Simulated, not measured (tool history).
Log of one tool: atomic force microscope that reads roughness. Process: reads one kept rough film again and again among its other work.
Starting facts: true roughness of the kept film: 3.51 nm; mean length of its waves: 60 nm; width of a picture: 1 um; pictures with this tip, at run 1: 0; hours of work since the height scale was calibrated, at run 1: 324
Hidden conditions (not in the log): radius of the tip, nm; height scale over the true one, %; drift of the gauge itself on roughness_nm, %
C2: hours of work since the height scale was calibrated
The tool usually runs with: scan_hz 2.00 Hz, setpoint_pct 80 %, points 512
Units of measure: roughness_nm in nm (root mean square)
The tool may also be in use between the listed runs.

Run 1, hour 0.0: usual settings; pictures with this tip 0; C2 324. Result: roughness_nm 3.002 nm (root mean square).
Run 2, hour 19.2: usual settings; pictures with this tip 41; C2 338. Result: roughness_nm 2.974 nm (root mean square).
Run 3, hour 37.1: usual settings; pictures with this tip 80; C2 351. Result: roughness_nm 2.937 nm (root mean square).
Run 4, hour 47.6: usual settings; pictures with this tip 102; C2 358. Result: roughness_nm 2.920 nm (root mean square).
Run 5, hour 60.1: usual settings; pictures with this tip 129; C2 368. Result: roughness_nm 2.909 nm (root mean square).
Run 6, hour 76.7: usual settings but scan_hz 1.44 Hz; pictures with this tip 165; C2 380. Result: roughness_nm 2.981 nm (root mean square).
Run 7, hour 93.0: usual settings but scan_hz 0.61 Hz; pictures with this tip 200; C2 392. Result: roughness_nm 3.163 nm (root mean square).
Run 8, hour 105.5: usual settings but scan_hz 0.61 Hz; pictures with this tip 227; C2 401. Result: roughness_nm 3.133 nm (root mean square).
Run 9, hour 121.4: usual settings but scan_hz 0.61 Hz; pictures with this tip 261; C2 412. Result: roughness_nm 3.084 nm (root mean square).
Run 10, hour 138.5: usual settings but scan_hz 0.61 Hz; pictures with this tip 298; C2 425. Result: roughness_nm 3.075 nm (root mean square).
Run 11, hour 157.9: usual settings but scan_hz 1.96 Hz; pictures with this tip 340; C2 439. Result: roughness_nm 2.803 nm (root mean square).
Run 12, hour 168.7: usual settings but scan_hz 1.96 Hz; pictures with this tip 363; C2 447. Result: roughness_nm 2.762 nm (root mean square).
At hour 173.5: new tip fitted.
Run 13, hour 181.9: usual settings but scan_hz 1.96 Hz; pictures with this tip 18; C2 456. Result: roughness_nm 2.995 nm (root mean square).
Run 14, hour 193.8: usual settings but scan_hz 1.96 Hz; pictures with this tip 44; C2 465. Result: roughness_nm 2.970 nm (root mean square).
Run 15, hour 204.7: usual settings but scan_hz 1.96 Hz; pictures with this tip 67; C2 473. Result: roughness_nm 2.941 nm (root mean square).
Run 16, hour 219.3: usual settings but scan_hz 1.40 Hz, points 842; pictures with this tip 99; C2 483. Result: roughness_nm 3.050 nm (root mean square).

For run 17, what comes out?
Run 17, hour 237.3: usual settings but scan_hz 1.18 Hz, setpoint_pct 66 %, points 549; pictures with this tip 137; C2 497. Result: roughness_nm ?.

{"run 17": {"roughness_nm": 3.189}}
On a tool with no hidden condition, and with the same random variation, this run would have come out at roughness_nm 3.265 nm (root mean square).
